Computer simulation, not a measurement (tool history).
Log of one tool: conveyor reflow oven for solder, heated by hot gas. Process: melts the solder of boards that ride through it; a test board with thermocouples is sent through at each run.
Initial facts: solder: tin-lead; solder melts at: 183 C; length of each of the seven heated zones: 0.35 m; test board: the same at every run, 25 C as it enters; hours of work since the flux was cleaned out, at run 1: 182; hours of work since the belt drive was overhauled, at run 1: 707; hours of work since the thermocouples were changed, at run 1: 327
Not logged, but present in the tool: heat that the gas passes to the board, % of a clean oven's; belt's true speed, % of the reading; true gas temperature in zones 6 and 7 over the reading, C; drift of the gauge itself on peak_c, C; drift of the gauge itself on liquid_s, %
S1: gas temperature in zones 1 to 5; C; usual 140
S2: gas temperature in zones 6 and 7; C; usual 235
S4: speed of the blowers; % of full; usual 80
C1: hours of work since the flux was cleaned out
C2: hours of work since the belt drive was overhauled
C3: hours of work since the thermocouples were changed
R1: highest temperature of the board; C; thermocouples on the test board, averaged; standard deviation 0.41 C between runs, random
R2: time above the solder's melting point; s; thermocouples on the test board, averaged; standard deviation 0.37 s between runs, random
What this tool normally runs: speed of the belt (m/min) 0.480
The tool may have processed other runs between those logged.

run 1 hour=0.0 | S1=140 S2=235 speed_of_the_belt_(m/min)=0.480 S4=80 | C1=182 C2=707 C3=327 | R1=219.4 R2=69.3
run 2 hour=28.7 | S1=140 S2=235 speed_of_the_belt_(m/min)=0.480 S4=80 | C1=193 C2=719 C3=338 | R1=217.8 R2=68.7
run 3 hour=48.3 | S1=140 S2=235 speed_of_the_belt_(m/min)=0.480 S4=83 | C1=201 C2=727 C3=346 | R1=219.0 R2=69.1
run 4 hour=72.5 | S1=130 S2=235 speed_of_the_belt_(m/min)=0.480 S4=80 | C1=211 C2=737 C3=356 | R1=217.0 R2=63.0
run 5 hour=103.0 | S1=130 S2=235 speed_of_the_belt_(m/min)=0.480 S4=80 | C1=223 C2=749 C3=368 | R1=215.7 R2=62.6
run 6 hour=128.8 | S1=130 S2=235 speed_of_the_belt_(m/min)=0.480 S4=80 | C1=234 C2=759 C3=379 | R1=216.4 R2=63.3
run 7 hour=157.2 | S1=141 S2=235 speed_of_the_belt_(m/min)=0.480 S4=80 | C1=245 C2=771 C3=390 | R1=218.4 R2=68.6
-- hour=181.3 belt drive overhauled, speed set with a stopwatch
run 8 hour=191.0 | S1=141 S2=235 speed_of_the_belt_(m/min)=0.480 S4=80 | C1=258 C2=4 C3=402 | R1=217.4 R2=67.2
run 9 hour=206.0 | S1=140 S2=235 speed_of_the_belt_(m/min)=0.480 S4=80 | C1=264 C2=10 C3=409 | R1=217.5 R2=66.0
run 10 hour=219.4 | S1=140 S2=235 speed_of_the_belt_(m/min)=0.480 S4=80 | C1=269 C2=15 C3=414 | R1=216.4 R2=65.7
run 11 hour=242.3 | S1=140 S2=235 speed_of_the_belt_(m/min)=0.480 S4=80 | C1=278 C2=25 C3=423 | R1=217.1 R2=66.5
run 12 hour=266.3 | S1=140 S2=235 speed_of_the_belt_(m/min)=0.480 S4=80 | C1=288 C2=35 C3=433 | R1=216.7 R2=65.9
run 13 hour=279.7 | S1=140 S2=235 speed_of_the_belt_(m/min)=0.533 S4=80 | C1=294 C2=40 C3=438 | R1=213.5 R2=55.2
run 14 hour=293.8 | S1=140 S2=235 speed_of_the_belt_(m/min)=0.533 S4=80 | C1=299 C2=46 C3=444 | R1=213.0 R2=55.0
run 15 hour=318.9 | S1=140 S2=235 speed_of_the_belt_(m/min)=0.533 S4=80 | C1=309 C2=56 C3=454 | R1=213.7 R2=55.2
run 16 hour=334.9 | S1=140 S2=243 speed_of_the_belt_(m/min)=0.533 S4=52 | C1=316 C2=62 C3=461 | R1=209.6 R2=49.7
-- hour=345.5 flux residue cleaned out of gas plates and filters
run 17 hour=363.8 | S1=140 S2=243 speed_of_the_belt_(m/min)=0.533 S4=52 | C1=7 C2=72 C3=471 | R1=214.2 R2=55.0
run 18 hour=378.0 | S1=140 S2=243 speed_of_the_belt_(m/min)=0.533 S4=88 | C1=13 C2=78 C3=476 | R1=226.0 R2=65.6
run 19 hour=390.4 | S1=148 S2=238 speed_of_the_belt_(m/min)=0.480 S4=80 | C1=18 C2=83 C3=481 | R1=224.5 R2=75.0
run 20 hour=414.7 | S1=148 S2=234 speed_of_the_belt_(m/min)=0.524 S4=80 | C1=28 C2=93 C3=491 | R1=217.9 R2=65.0
run 21 hour=440.2 | S1=148 S2=234 speed_of_the_belt_(m/min)=0.524 S4=80 | C1=38 C2=103 C3=502 | R1=218.0 R2=65.1
run 22 hour=456.4 | S1=148 S2=234 speed_of_the_belt_(m/min)=0.524 S4=80 | C1=45 C2=110 C3=508 | R1=217.7 R2=65.0
run 23 hour=475.4 | S1=149 S2=234 speed_of_the_belt_(m/min)=0.481 S4=80 | C1=53 C2=117 C3=516 | R1=220.3 R2=73.6

Estimate the outcome of run 24 from the log above:
run 24 hour=498.2 | S1=140 S2=235 speed_of_the_belt_(m/min)=0.455 S4=79 | C1=62 C2=127 C3=525 | R1=? R2=?

{"run 24": {"R1": 220.7, "R2": 74.0}}
With no hidden state in the tool, this same run would have given R1 222.9 C, R2 75.7 s.
